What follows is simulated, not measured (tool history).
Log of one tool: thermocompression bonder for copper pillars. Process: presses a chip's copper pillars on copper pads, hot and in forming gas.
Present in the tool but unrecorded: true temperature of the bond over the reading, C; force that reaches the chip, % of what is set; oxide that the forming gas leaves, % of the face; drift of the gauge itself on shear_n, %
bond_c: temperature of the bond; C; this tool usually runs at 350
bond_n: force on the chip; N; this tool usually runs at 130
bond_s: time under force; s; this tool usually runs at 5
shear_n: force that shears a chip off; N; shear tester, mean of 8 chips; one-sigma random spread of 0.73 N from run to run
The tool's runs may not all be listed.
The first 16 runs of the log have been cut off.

run     day  bond_c  bond_n  bond_s  hours of work since the heater was calibrated  hours of work since the force cell was calibrated  hours of work since the gas filter was changed  shear_n
 17  18.096     350     130       4                                            222                                                565                                              27     47.6
 18  19.612     350     130       4                                            246                                                590                                              51     49.4
 19  20.612     350     130       4                                            263                                                606                                              68     47.5
 20  21.971     350     130       4                                            285                                                628                                              90     46.1
 21  23.258     379     120      13                                            306                                                649                                             111     71.5
 22  24.675     350     187       8                                            329                                                673                                             134     70.1
     24.933  -- forming gas filter changed
 23  25.500     370     130       4                                            342                                                686                                               9     58.0
 24  27.062     375      84       3                                            368                                                711                                              35     37.8
 25  28.233     355      84       3                                            387                                                730                                              54     28.7
 26  29.225     355      84       3                                            403                                                746                                              70     30.3
 27  30.696     378      90      12                                            427                                                770                                              94     60.7
 28  31.729     378      90      12                                            444                                                787                                             111     61.8
 29  33.092     378      90      12                                            466                                                810                                             133     59.6
     33.354  -- forming gas filter changed
 30  34.029     378      90      12                                            481                                                825                                              11     63.0
 31  35.471     350     130       4                                            505                                                848                                              35     46.4
 32  36.600     350     130       4                                            523                                                867                                              53     46.6
 33  37.679     335     130       3                                            541                                                884                                              71     33.6
 34  39.150     325     101      12                                            565                                                908                                              95     39.5
 35  40.662     352     187       3                                            589                                                933                                             119     54.5
     41.762  -- forming gas filter changed
 36  42.125     352     177       3                                            613                                                956                                               6     55.0
 37  42.808     336     177       5                                            624                                                968                                              17     52.8
 38  44.396     349      95       4                                            650                                                993                                              43     33.3
 39  46.000     343     136       9                                            676                                               1020                                              69     54.7

Predict each of these 3 candidate next runs independently; none follows another, all start after run 39:
  A  46.821     350     130      10                                            690                                               1033                                              83        ?
  B  46.821     321     120       7                                            690                                               1033                                              83        ?
  C  46.821     375     110       9                                            690                                               1033                                              83        ?

run  shear_n
  A     59.0
  B     34.2
  C     62.4
Take away the tool's hidden state, keep each run's random variation, and the runs would have read:
run  shear_n
  A     65.1
  B     39.4
  C     68.2
